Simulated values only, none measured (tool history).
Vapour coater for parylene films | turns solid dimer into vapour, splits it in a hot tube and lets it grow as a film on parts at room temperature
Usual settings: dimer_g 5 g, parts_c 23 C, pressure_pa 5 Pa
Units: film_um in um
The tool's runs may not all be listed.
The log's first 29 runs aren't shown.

run	hour	dimer_g	parts_c	pressure_pa	film_um
30	726.7	5	20	5.24	1.185
31	757.4	8	23	2.91	1.844
# hour 769.7: trap's valve overhauled
32	781.7	5	29	2.37	0.986
33	804.6	9	29	2.37	1.775
34	834.5	9	29	2.37	1.76
35	868.3	2	30	2.37	0.367
36	890.2	5	21	2.13	1.408
37	909	5	23	3.76	1.151
38	938.2	7	23	5.78	1.461
39	957.7	5	24	3.92	1.08
40	984.9	3	23	2.62	0.729
41	1002.2	3	23	2.62	0.719
42	1028.7	6	23	5	1.239
43	1059.9	6	23	5	1.228
44	1074.9	4	30	5	0.592
# hour 1085.8: trap's valve overhauled
45	1102.1	3	30	2.2	0.569
46	1128	3	17	8.07	0.795
47	1146.2	6	15	8.07	1.745

Forecast each of these 4 alternatives for the next run:
A	1170.7	5	25	5.93	?
B	1170.7	5	17	5	?
C	1170.7	5	18	4.63	?
D	1170.7	5	23	2.79	?

run	film_um
A	0.97
B	1.445
C	1.396
D	1.241
Without the tool's hidden state the same runs would have given:
run	film_um
A	1.054
B	1.57
C	1.517
D	1.348
